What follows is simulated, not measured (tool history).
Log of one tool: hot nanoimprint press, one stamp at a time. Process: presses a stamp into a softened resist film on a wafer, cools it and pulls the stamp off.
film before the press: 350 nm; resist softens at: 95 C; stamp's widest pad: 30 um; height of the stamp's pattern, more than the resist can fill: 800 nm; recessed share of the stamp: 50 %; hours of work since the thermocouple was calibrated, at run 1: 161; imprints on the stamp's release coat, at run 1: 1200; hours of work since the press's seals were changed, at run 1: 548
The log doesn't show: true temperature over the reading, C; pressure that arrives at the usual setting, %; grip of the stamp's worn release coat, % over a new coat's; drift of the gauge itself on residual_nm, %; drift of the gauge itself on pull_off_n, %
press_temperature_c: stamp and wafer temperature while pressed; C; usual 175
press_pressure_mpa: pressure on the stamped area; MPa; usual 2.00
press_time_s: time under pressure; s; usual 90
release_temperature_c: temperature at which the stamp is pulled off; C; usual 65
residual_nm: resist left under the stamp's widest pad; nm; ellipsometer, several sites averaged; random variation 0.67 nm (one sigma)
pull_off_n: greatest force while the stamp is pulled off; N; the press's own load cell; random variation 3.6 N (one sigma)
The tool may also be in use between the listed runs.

run,hour,press_temperature_c,press_pressure_mpa,press_time_s,release_temperature_c,hours of work since the thermocouple was calibrated,imprints on the stamp's release coat,hours of work since the press's seals were changed,residual_nm,pull_off_n
1,0.0,175,2.00,90,65,161,1200,548,121.2,265
# hour 11.7: press's hydraulic seals changed and the load cell set to zero
2,65.5,175,2.00,90,65,204,1516,40,119.9,288
# hour 113.1: stamp cleaned and given a new release coat
3,123.0,175,2.00,90,65,242,55,78,118.4,176
4,165.9,175,2.00,90,65,273,290,109,119.4,191
5,193.9,175,2.00,90,65,294,444,130,118.2,205
6,240.6,175,2.00,90,65,328,701,164,118.4,223
7,281.5,175,2.00,90,65,359,926,195,118.4,239
8,312.1,175,2.00,90,65,381,1094,217,117.4,244
9,370.1,175,2.00,55,65,424,1412,260,141.2,274
10,418.4,175,2.00,55,65,460,1678,296,141.1,289
# hour 438.6: stamp cleaned and given a new release coat
# hour 451.2: plate thermocouple calibrated
11,483.5,175,2.00,178,65,24,230,337,96.1,197
12,533.1,175,2.00,90,50,60,503,374,124.8,240
13,581.6,175,2.00,90,50,96,769,410,123.9,268
14,620.2,175,2.00,90,50,125,981,438,123.6,290
15,680.7,175,2.00,90,50,169,1314,483,124.1,319
16,730.5,175,2.00,90,50,206,1587,519,121.6,341
# hour 764.6: stamp cleaned and given a new release coat
17,770.9,175,2.00,90,69,232,34,545,121.8,173
# hour 786.6: press's hydraulic seals changed and the load cell set to zero
18,843.3,175,2.00,90,69,279,388,42,120.1,192
19,907.8,175,2.00,56,71,327,742,89,143.3,213
20,943.0,175,1.41,90,65,353,936,115,143.7,238
21,974.8,175,1.41,90,65,376,1111,139,143.1,242
22,1025.8,175,1.41,90,65,414,1391,177,142.2,265
23,1052.9,176,2.00,90,65,434,1540,197,113.4,296
# hour 1096.4: stamp cleaned and given a new release coat
24,1113.1,182,2.66,56,56,474,92,237,92.6,199
# hour 1124.5: plate thermocouple calibrated
25,1174.9,182,2.66,56,56,37,414,280,94.0,224
26,1233.3,182,2.66,88,67,80,736,323,79.4,228
27,1274.8,182,2.66,88,67,111,963,354,79.6,233
28,1335.9,182,2.66,88,64,156,1299,399,78.3,275
29,1392.6,182,2.66,88,64,198,1611,441,77.4,294
# hour 1424.8: stamp cleaned and given a new release coat
30,1454.6,182,2.66,88,64,239,164,482,77.7,185
31,1486.1,173,1.23,77,60,262,337,505,176.6,215

Hidden state or all else? Some run-to-run changes of residual_nm, split into what the settings, what came in and random variation would give without the hidden state, and what is left for the hidden state (with any gauge scatter that isn't in both results):
Run 10 -> 11: press_time_s 55 -> 178, stamp cleaned and given a new release coat, plate thermocouple calibrated. residual_nm -45.0 nm: hidden state +8.4, all else -53.4.
Run 17 -> 18: press's hydraulic seals changed and the load cell set to zero. residual_nm -1.7 nm: hidden state -2.4, all else +0.7.
Run 22 -> 23: press_temperature_c 175 -> 176, press_pressure_mpa 1.41 -> 2.00. residual_nm -28.8 nm: hidden state +0.6, all else -29.4.
Run 24 -> 25: plate thermocouple calibrated. residual_nm +1.4 nm: hidden state +3.6, all else -2.2.
Run 30 -> 31: press_temperature_c 182 -> 173, press_pressure_mpa 2.66 -> 1.23, press_time_s 88 -> 77, release_temperature_c 64 -> 60. residual_nm +98.9 nm: hidden state -2.2, all else +101.1.

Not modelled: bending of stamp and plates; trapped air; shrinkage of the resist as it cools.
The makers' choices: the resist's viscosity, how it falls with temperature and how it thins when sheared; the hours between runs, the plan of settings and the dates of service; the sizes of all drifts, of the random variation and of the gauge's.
